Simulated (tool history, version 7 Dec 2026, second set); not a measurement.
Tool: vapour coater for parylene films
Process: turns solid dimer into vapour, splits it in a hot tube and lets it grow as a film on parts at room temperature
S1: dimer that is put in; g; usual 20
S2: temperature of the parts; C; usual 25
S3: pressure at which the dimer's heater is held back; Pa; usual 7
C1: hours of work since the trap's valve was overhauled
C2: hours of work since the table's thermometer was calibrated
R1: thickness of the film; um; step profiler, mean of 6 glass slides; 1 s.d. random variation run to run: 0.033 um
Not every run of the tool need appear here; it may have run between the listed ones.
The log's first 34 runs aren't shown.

{"run": 35, "hour": 368.1, "S1": 9, "S2": 36, "S3": 5.37, "C1": 12, "C2": 512, "R1": 1.51}
{"run": 36, "hour": 378.9, "S1": 9, "S2": 36, "S3": 5.37, "C1": 20, "C2": 520, "R1": 1.5}
{"run": 37, "hour": 386.0, "S1": 12, "S2": 25, "S3": 7.56, "C1": 26, "C2": 525, "R1": 3.05}
{"run": 38, "hour": 395.7, "S1": 14, "S2": 28, "S3": 7, "C1": 33, "C2": 532, "R1": 3.18}
{"run": 39, "hour": 405.1, "S1": 34, "S2": 21, "S3": 8.78, "C1": 40, "C2": 539, "R1": 10.08}
{"run": 40, "hour": 415.7, "S1": 20, "S2": 25, "S3": 5.71, "C1": 48, "C2": 547, "R1": 5.27}
{"run": 41, "hour": 424.9, "S1": 9, "S2": 20, "S3": 9.32, "C1": 54, "C2": 554, "R1": 2.76}
{"run": 42, "hour": 431.7, "S1": 8, "S2": 25, "S3": 7, "C1": 59, "C2": 559, "R1": 2.04}
{"run": 43, "hour": 446.5, "S1": 8, "S2": 25, "S3": 7, "C1": 70, "C2": 570, "R1": 2}
{"run": 44, "hour": 456.5, "S1": 12, "S2": 25, "S3": 5.49, "C1": 78, "C2": 577, "R1": 3.15}
{"run": 45, "hour": 469.0, "S1": 12, "S2": 25, "S3": 5.49, "C1": 87, "C2": 586, "R1": 3.11}
{"run": 46, "hour": 478.8, "S1": 19, "S2": 26, "S3": 7, "C1": 94, "C2": 594, "R1": 4.51}

Each row is a separate what-if for the run after 46, all from the same tool condition, not one after another. Results?
{"run": "A", "hour": 491.2, "S1": 20, "S2": 31, "S3": 2.65, "C1": 103, "C2": 603, "R1": "?"}
{"run": "B", "hour": 491.2, "S1": 22, "S2": 23, "S3": 7, "C1": 103, "C2": 603, "R1": "?"}
{"run": "C", "hour": 491.2, "S1": 18, "S2": 19, "S3": 2.74, "C1": 103, "C2": 603, "R1": "?"}
{"run": "D", "hour": 491.2, "S1": 35, "S2": 25, "S3": 3.94, "C1": 103, "C2": 603, "R1": "?"}
{"run": "E", "hour": 491.2, "S1": 19, "S2": 29, "S3": 7, "C1": 103, "C2": 603, "R1": "?"}

run=A R1=4.4
run=B R1=6
run=C R1=6.78
run=D R1=9.44
run=E R1=3.95
The same runs, with their run-to-run variation unchanged, on a tool lacking any hidden condition would have given:
run=A R1=4.56
run=B R1=6.22
run=C R1=7.01
run=D R1=9.77
run=E R1=4.09

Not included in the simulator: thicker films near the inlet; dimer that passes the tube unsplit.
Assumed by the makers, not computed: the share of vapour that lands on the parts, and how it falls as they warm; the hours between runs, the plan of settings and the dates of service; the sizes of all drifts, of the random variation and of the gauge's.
